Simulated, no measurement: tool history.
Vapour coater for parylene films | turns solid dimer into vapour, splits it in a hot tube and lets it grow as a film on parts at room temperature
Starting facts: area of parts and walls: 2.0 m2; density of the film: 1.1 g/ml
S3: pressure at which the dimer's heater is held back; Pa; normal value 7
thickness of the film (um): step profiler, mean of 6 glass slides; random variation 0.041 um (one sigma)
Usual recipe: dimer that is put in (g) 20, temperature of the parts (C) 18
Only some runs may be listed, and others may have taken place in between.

{"run": 1, "day": 0.0, "dimer that is put in (g)": 20, "temperature of the parts (C)": 18, "S3": 7, "thickness of the film (um)": 4.12}
{"run": 2, "day": 0.875, "dimer that is put in (g)": 12, "temperature of the parts (C)": 18, "S3": 7, "thickness of the film (um)": 2.52}
{"run": 3, "day": 1.479, "dimer that is put in (g)": 12, "temperature of the parts (C)": 18, "S3": 7, "thickness of the film (um)": 2.43}
{"run": 4, "day": 1.933, "dimer that is put in (g)": 12, "temperature of the parts (C)": 18, "S3": 7, "thickness of the film (um)": 2.48}
{"run": 5, "day": 2.779, "dimer that is put in (g)": 20, "temperature of the parts (C)": 29, "S3": 7, "thickness of the film (um)": 2.53}
{"run": 6, "day": 3.883, "dimer that is put in (g)": 20, "temperature of the parts (C)": 29, "S3": 7, "thickness of the film (um)": 2.52}
{"run": 7, "day": 4.746, "dimer that is put in (g)": 20, "temperature of the parts (C)": 29, "S3": 7, "thickness of the film (um)": 2.49}
{"run": 8, "day": 5.388, "dimer that is put in (g)": 20, "temperature of the parts (C)": 28, "S3": 7, "thickness of the film (um)": 2.56}
{"run": 9, "day": 6.012, "dimer that is put in (g)": 20, "temperature of the parts (C)": 15, "S3": 7, "thickness of the film (um)": 4.55}
{"run": 10, "day": 7.004, "dimer that is put in (g)": 20, "temperature of the parts (C)": 18, "S3": 7, "thickness of the film (um)": 3.98}
{"run": 11, "day": 7.979, "dimer that is put in (g)": 20, "temperature of the parts (C)": 18, "S3": 7, "thickness of the film (um)": 3.96}
{"run": 12, "day": 8.971, "dimer that is put in (g)": 31, "temperature of the parts (C)": 18, "S3": 7, "thickness of the film (um)": 6.19}
{"run": 13, "day": 9.738, "dimer that is put in (g)": 31, "temperature of the parts (C)": 18, "S3": 7, "thickness of the film (um)": 6}
{"run": 14, "day": 10.517, "dimer that is put in (g)": 31, "temperature of the parts (C)": 18, "S3": 7, "thickness of the film (um)": 6.06}
{"run": 15, "day": 11.717, "dimer that is put in (g)": 31, "temperature of the parts (C)": 18, "S3": 7, "thickness of the film (um)": 6.9}
{"run": 16, "day": 12.825, "dimer that is put in (g)": 31, "temperature of the parts (C)": 18, "S3": 7, "thickness of the film (um)": 6.81}
{"run": 17, "day": 13.329, "dimer that is put in (g)": 10, "temperature of the parts (C)": 18, "S3": 7, "thickness of the film (um)": 2.22}
{"run": 18, "day": 14.146, "dimer that is put in (g)": 10, "temperature of the parts (C)": 18, "S3": 7, "thickness of the film (um)": 2.14}
{"run": 19, "day": 14.683, "dimer that is put in (g)": 10, "temperature of the parts (C)": 12, "S3": 7, "thickness of the film (um)": 2.83}
{"run": 20, "day": 15.442, "dimer that is put in (g)": 10, "temperature of the parts (C)": 12, "S3": 7, "thickness of the film (um)": 2.87}
{"run": 21, "day": 16.283, "dimer that is put in (g)": 10, "temperature of the parts (C)": 12, "S3": 7, "thickness of the film (um)": 2.83}
{"run": 22, "day": 17.117, "dimer that is put in (g)": 10, "temperature of the parts (C)": 12, "S3": 5.53, "thickness of the film (um)": 2.84}
{"run": 23, "day": 17.871, "dimer that is put in (g)": 20, "temperature of the parts (C)": 12, "S3": 7, "thickness of the film (um)": 5.62}
{"run": 24, "day": 18.675, "dimer that is put in (g)": 19, "temperature of the parts (C)": 18, "S3": 7, "thickness of the film (um)": 3.99}
{"run": 25, "day": 19.358, "dimer that is put in (g)": 20, "temperature of the parts (C)": 24, "S3": 2.48, "thickness of the film (um)": 3.63}
{"run": 26, "day": 20.221, "dimer that is put in (g)": 29, "temperature of the parts (C)": 18, "S3": 3.64, "thickness of the film (um)": 6.56}
{"run": 27, "day": 20.921, "dimer that is put in (g)": 10, "temperature of the parts (C)": 11, "S3": 5.41, "thickness of the film (um)": 2.94}
{"run": 28, "day": 21.671, "dimer that is put in (g)": 20, "temperature of the parts (C)": 15, "S3": 2.72, "thickness of the film (um)": 5.31}
{"run": 29, "day": 22.746, "dimer that is put in (g)": 20, "temperature of the parts (C)": 18, "S3": 4.37, "thickness of the film (um)": 4.41}
{"run": 30, "day": 23.342, "dimer that is put in (g)": 20, "temperature of the parts (C)": 18, "S3": 4.37, "thickness of the film (um)": 4.4}
{"run": 31, "day": 24.392, "dimer that is put in (g)": 20, "temperature of the parts (C)": 18, "S3": 4.37, "thickness of the film (um)": 4.35}
{"run": 32, "day": 24.85, "dimer that is put in (g)": 20, "temperature of the parts (C)": 18, "S3": 4.37, "thickness of the film (um)": 4.36}
{"run": 33, "day": 25.962, "dimer that is put in (g)": 9, "temperature of the parts (C)": 18, "S3": 2.19, "thickness of the film (um)": 2.07}
{"run": 34, "day": 26.804, "dimer that is put in (g)": 9, "temperature of the parts (C)": 18, "S3": 2.19, "thickness of the film (um)": 2.08}
{"run": 35, "day": 27.788, "dimer that is put in (g)": 9, "temperature of the parts (C)": 18, "S3": 2.19, "thickness of the film (um)": 2.06}
{"run": 36, "day": 28.596, "dimer that is put in (g)": 22, "temperature of the parts (C)": 18, "S3": 7.3, "thickness of the film (um)": 4.37}
{"run": 37, "day": 29.408, "dimer that is put in (g)": 18, "temperature of the parts (C)": 26, "S3": 2.93, "thickness of the film (um)": 2.73}
{"run": 38, "day": 30.05, "dimer that is put in (g)": 18, "temperature of the parts (C)": 26, "S3": 2.93, "thickness of the film (um)": 2.76}
{"run": 39, "day": 30.7, "dimer that is put in (g)": 16, "temperature of the parts (C)": 10, "S3": 3.88, "thickness of the film (um)": 4.73}
{"run": 40, "day": 31.788, "dimer that is put in (g)": 16, "temperature of the parts (C)": 10, "S3": 3.88, "thickness of the film (um)": 4.75}
{"run": 41, "day": 32.317, "dimer that is put in (g)": 16, "temperature of the parts (C)": 10, "S3": 3.88, "thickness of the film (um)": 4.64}
{"run": 42, "day": 33.554, "dimer that is put in (g)": 16, "temperature of the parts (C)": 10, "S3": 3.88, "thickness of the film (um)": 5.39}
{"run": 43, "day": 34.296, "dimer that is put in (g)": 16, "temperature of the parts (C)": 10, "S3": 3.88, "thickness of the film (um)": 5.42}
{"run": 44, "day": 35.333, "dimer that is put in (g)": 16, "temperature of the parts (C)": 10, "S3": 3.88, "thickness of the film (um)": 5.4}
{"run": 45, "day": 35.992, "dimer that is put in (g)": 16, "temperature of the parts (C)": 10, "S3": 3.88, "thickness of the film (um)": 5.39}
{"run": 46, "day": 36.675, "dimer that is put in (g)": 12, "temperature of the parts (C)": 18, "S3": 7, "thickness of the film (um)": 2.58}

Not shown: 4 entries that the log had between the listed runs. Between which runs, and how does the tool's hidden state differ before and after?
Between runs 14 and 15: trap's valve overhauled (day 11.062)
  vapour lost through the trap's worn valve, %: 12.5 -> 0.8; true temperature of the parts over the reading, C: -0.15 -> -0.16
  difference, measured minus the result without the unlogged condition, thickness of the film (um): -0.81 -> -0.01
Between runs 27 and 28: table's thermometer calibrated (day 21.012)
  vapour lost through the trap's worn valve, %: 6.1 -> 6.5; true temperature of the parts over the reading, C: -0.23 -> -0.33
  difference, measured minus the result without the unlogged condition, thickness of the film (um): -0.16 -> -0.29
Between runs 32 and 33: table's thermometer calibrated, once more (day 25.758)
  vapour lost through the trap's worn valve, %: 8.3 -> 9; true temperature of the parts over the reading, C: -0.36 -> -0.06
  difference, measured minus the result without the unlogged condition, thickness of the film (um): -0.32 -> -0.19
Between runs 41 and 42: trap's valve overhauled (day 33.321)
  vapour lost through the trap's worn valve, %: 12.7 -> 0.3
  difference, measured minus the result without the unlogged condition, thickness of the film (um): -0.65 -> +0.01
